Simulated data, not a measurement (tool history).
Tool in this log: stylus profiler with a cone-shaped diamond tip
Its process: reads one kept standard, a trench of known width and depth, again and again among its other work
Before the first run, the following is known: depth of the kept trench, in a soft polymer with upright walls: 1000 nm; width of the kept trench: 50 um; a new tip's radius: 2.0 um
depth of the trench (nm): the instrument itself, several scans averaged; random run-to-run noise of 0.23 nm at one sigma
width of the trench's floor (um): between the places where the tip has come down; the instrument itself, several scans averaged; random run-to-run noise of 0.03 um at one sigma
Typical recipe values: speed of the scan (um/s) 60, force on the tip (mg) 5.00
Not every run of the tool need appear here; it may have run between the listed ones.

run	hour	speed of the scan (um/s)	force on the tip (mg)	depth of the trench (nm)	width of the trench's floor (um)
1	0.0	60	5.00	1010.10	45.33
2	22.8	60	5.00	1010.67	45.29
3	55.3	60	5.00	1010.44	45.23
4	84.8	60	5.00	1010.42	45.23
5	116.4	60	5.00	1010.32	45.19
6	146.9	115	5.00	1010.36	44.97
7	164.0	115	5.00	1010.62	44.94
8	188.1	115	5.00	1010.48	44.93
9	217.7	115	5.00	1010.51	44.91
10	248.3	49	5.00	1010.75	45.06
11	280.3	49	10.20	1016.11	45.10
12	307.8	19	13.17	1019.35	45.09
13	329.3	30	5.00	1010.84	45.07
14	347.5	39	6.10	1012.38	44.99
15	376.5	90	5.00	1010.66	44.73
16	398.2	128	3.62	1008.78	44.58
17	411.6	42	6.93	1012.67	45.00
18	425.2	47	6.40	1012.58	44.88
19	450.2	53	8.04	1014.87	44.84
20	464.1	39	10.90	1017.78	44.94
21	480.3	39	10.90	1017.40	44.91
22	507.5	39	10.90	1017.96	44.91

What if the next run were any one of these 3? Each begins from the tool's condition after run 22:
A	536.4	17	3.56	?	?
B	536.4	37	7.22	?	?
C	536.4	60	5.00	?	?

run	depth of the trench (nm)	width of the trench's floor (um)
A	1009.04	44.85
B	1013.64	44.88
C	1010.81	44.73
Without the tool's unlogged condition, the same runs would have read:
run	depth of the trench (nm)	width of the trench's floor (um)
A	1007.76	46.44
B	1012.35	46.47
C	1009.52	46.33
